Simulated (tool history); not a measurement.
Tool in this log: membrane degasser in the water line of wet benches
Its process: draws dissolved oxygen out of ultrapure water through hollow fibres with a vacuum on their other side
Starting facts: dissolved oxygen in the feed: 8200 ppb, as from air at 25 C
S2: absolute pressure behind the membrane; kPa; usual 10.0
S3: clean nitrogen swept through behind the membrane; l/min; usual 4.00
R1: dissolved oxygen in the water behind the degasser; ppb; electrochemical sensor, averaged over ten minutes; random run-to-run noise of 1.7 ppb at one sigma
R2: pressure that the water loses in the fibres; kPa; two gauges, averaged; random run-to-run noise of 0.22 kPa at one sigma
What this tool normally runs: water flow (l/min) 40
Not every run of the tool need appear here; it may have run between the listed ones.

{"run": 1, "hour": 0.0, "water flow (l/min)": 40, "S2": 10.0, "S3": 4.0, "R1": 171.5, "R2": 53.16}
{"run": 2, "hour": 88.4, "water flow (l/min)": 40, "S2": 10.0, "S3": 4.0, "R1": 171.3, "R2": 53.81}
{"run": 3, "hour": 217.6, "water flow (l/min)": 40, "S2": 10.0, "S3": 4.0, "R1": 173.7, "R2": 54.02}
{"run": 4, "hour": 281.4, "water flow (l/min)": 43, "S2": 10.0, "S3": 4.0, "R1": 183.3, "R2": 57.64}
{"run": 5, "hour": 352.1, "water flow (l/min)": 43, "S2": 10.0, "S3": 4.0, "R1": 184.3, "R2": 58.0}
{"run": 6, "hour": 410.3, "water flow (l/min)": 43, "S2": 10.0, "S3": 4.0, "R1": 184.9, "R2": 57.73}
{"run": 7, "hour": 545.3, "water flow (l/min)": 43, "S2": 10.0, "S3": 4.0, "R1": 183.1, "R2": 57.89}
{"hour": 551.6, "done": "vacuum gauge calibrated"}
{"run": 8, "hour": 608.2, "water flow (l/min)": 40, "S2": 13.6, "S3": 4.0, "R1": 258.4, "R2": 53.6}
{"run": 9, "hour": 672.3, "water flow (l/min)": 40, "S2": 10.0, "S3": 4.19, "R1": 164.9, "R2": 53.62}
{"run": 10, "hour": 780.6, "water flow (l/min)": 40, "S2": 10.0, "S3": 2.35, "R1": 271.8, "R2": 53.86}
{"run": 11, "hour": 887.8, "water flow (l/min)": 40, "S2": 11.4, "S3": 4.0, "R1": 204.8, "R2": 53.75}
{"run": 12, "hour": 1007.1, "water flow (l/min)": 31, "S2": 11.6, "S3": 4.0, "R1": 161.8, "R2": 41.73}
{"run": 13, "hour": 1135.7, "water flow (l/min)": 31, "S2": 11.6, "S3": 4.0, "R1": 164.8, "R2": 41.83}
{"hour": 1150.6, "done": "vacuum gauge calibrated, once more"}
{"run": 14, "hour": 1254.8, "water flow (l/min)": 31, "S2": 11.6, "S3": 1.76, "R1": 338.0, "R2": 41.66}
{"run": 15, "hour": 1364.7, "water flow (l/min)": 32, "S2": 11.3, "S3": 8.47, "R1": 84.1, "R2": 43.3}
{"run": 16, "hour": 1428.6, "water flow (l/min)": 45, "S2": 17.0, "S3": 5.46, "R1": 280.7, "R2": 60.91}
{"run": 17, "hour": 1510.7, "water flow (l/min)": 45, "S2": 17.0, "S3": 5.46, "R1": 281.6, "R2": 60.82}
{"run": 18, "hour": 1611.5, "water flow (l/min)": 45, "S2": 15.5, "S3": 5.82, "R1": 237.7, "R2": 60.89}
{"run": 19, "hour": 1671.6, "water flow (l/min)": 33, "S2": 18.5, "S3": 1.91, "R1": 576.4, "R2": 44.57}
{"run": 20, "hour": 1779.8, "water flow (l/min)": 35, "S2": 8.7, "S3": 11.05, "R1": 53.0, "R2": 47.54}
{"run": 21, "hour": 1846.1, "water flow (l/min)": 35, "S2": 8.7, "S3": 11.05, "R1": 52.8, "R2": 47.48}

Some steps in R1, run to run, broken into two amounts with sign: the step expected even without the hidden condition (settings, incoming material, random variation), and the rest, left for the hidden condition together with whatever gauge scatter is not in both the measured and the hidden-condition-free result:
The hidden state here: membrane still open, %; true pressure behind the membrane over the reading, kPa; air that leaks in behind the membrane, l/min; drift of the gauge itself on oxygen_ppb, %; drift of the gauge itself on loss_of_pressure_kpa, %.
Run 15 -> 16: water flow (l/min) 32 -> 45, S2 11.3 -> 17.0, S3 8.47 -> 5.46. R1 +196.6 ppb: hidden state +1.8, all else +194.8.
Run 18 -> 19: water flow (l/min) 45 -> 33, S2 15.5 -> 18.5, S3 5.82 -> 1.91. R1 +338.7 ppb: hidden state +1.5, all else +337.2.
Run 19 -> 20: water flow (l/min) 33 -> 35, S2 18.5 -> 8.7, S3 1.91 -> 11.05. R1 -523.4 ppb: hidden state -3.2, all else -520.2.
